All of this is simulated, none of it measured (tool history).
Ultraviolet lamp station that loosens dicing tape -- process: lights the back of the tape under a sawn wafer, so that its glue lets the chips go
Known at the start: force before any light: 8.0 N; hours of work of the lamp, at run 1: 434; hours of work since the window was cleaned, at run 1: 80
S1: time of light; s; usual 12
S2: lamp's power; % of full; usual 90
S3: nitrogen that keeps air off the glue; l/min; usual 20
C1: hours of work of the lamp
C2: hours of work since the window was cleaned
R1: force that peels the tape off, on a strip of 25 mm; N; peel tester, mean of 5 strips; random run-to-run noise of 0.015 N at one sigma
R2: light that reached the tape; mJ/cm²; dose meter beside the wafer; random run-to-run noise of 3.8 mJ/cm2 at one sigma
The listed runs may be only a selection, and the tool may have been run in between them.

run	day	S1	S2	S3	C1	C2	R1	R2
1	0.000	12	90	20	434	80	0.699	651
2	2.475	12	90	20	461	107	0.682	660
3	4.096	12	90	20	478	124	0.709	647
4	5.767	12	90	20	496	142	0.688	655
5	7.600	12	90	20	515	161	0.674	647
6	9.538	12	90	20	536	182	0.689	653
7	12.104	8	90	20	563	209	1.543	432
8	14.379	8	90	20	588	234	1.540	438
9	15.708	12	90	20	602	248	0.688	652
10	17.096	12	90	20	617	263	0.712	646
11	18.929	12	90	20	636	282	0.699	651
12	20.767	12	90	20	656	302	0.695	650
13	22.858	12	90	20	678	324	0.705	655
14	24.304	12	90	20	693	339	0.693	654
# day 26.683: window cleaned of glue's vapour
15	26.696	12	90	20	719	0	0.739	651
16	28.125	12	90	20	734	15	0.692	658
17	29.533	12	90	20	749	30	0.699	658
18	30.667	12	90	20	761	42	0.699	656
19	32.825	12	90	20	784	65	0.713	653
20	34.229	12	90	20	799	80	0.728	655
21	36.254	12	90	20	820	102	0.686	656
22	38.508	16	90	20	844	126	0.340	867
23	40.792	16	90	20	869	150	0.342	870
24	42.992	9	72	20	892	174	1.750	393
25	44.125	19	72	20	904	186	0.376	838
26	45.425	24	73	20	918	200	0.194	1066
27	47.812	24	74	18	943	225	0.206	1073
28	50.300	8	88	20	970	252	1.560	430
29	52.888	16	73	20	998	279	0.578	706
30	54.354	10	79	21	1013	295	1.360	477
31	55.754	11	71	14	1028	310	1.566	478
32	57.296	12	68	20	1044	326	1.260	492
33	58.471	21	91	30	1057	339	0.119	1151
34	59.771	21	91	30	1071	352	0.122	1158
# day 60.917: window cleaned of glue's vapour
35	62.125	15	92	31	1096	13	0.301	823
36	64.146	15	89	7	1117	34	0.780	808
37	66.617	7	89	25	1144	61	1.727	377
38	68.371	14	90	8	1162	79	0.834	765
39	70.012	11	65	14	1180	97	1.781	431
40	72.417	15	64	14	1205	122	1.083	583
41	74.679	15	64	14	1229	147	1.036	585
42	76.025	15	64	14	1244	161	1.026	581
43	77.583	17	68	18	1260	178	0.604	700

3 options for the next run, each taken on its own from the tool as it stands now. Forecast them:
A	79.342	9	69	6	1279	196	?	?
B	79.342	12	94	25	1279	196	?	?
C	79.342	17	92	18	1279	196	?	?

run	R1	R2
A	2.867	378
B	0.562	679
C	0.271	939
With no hidden state in the tool, these same runs would have given:
run	R1	R2
A	2.859	379
B	0.558	681
C	0.269	942
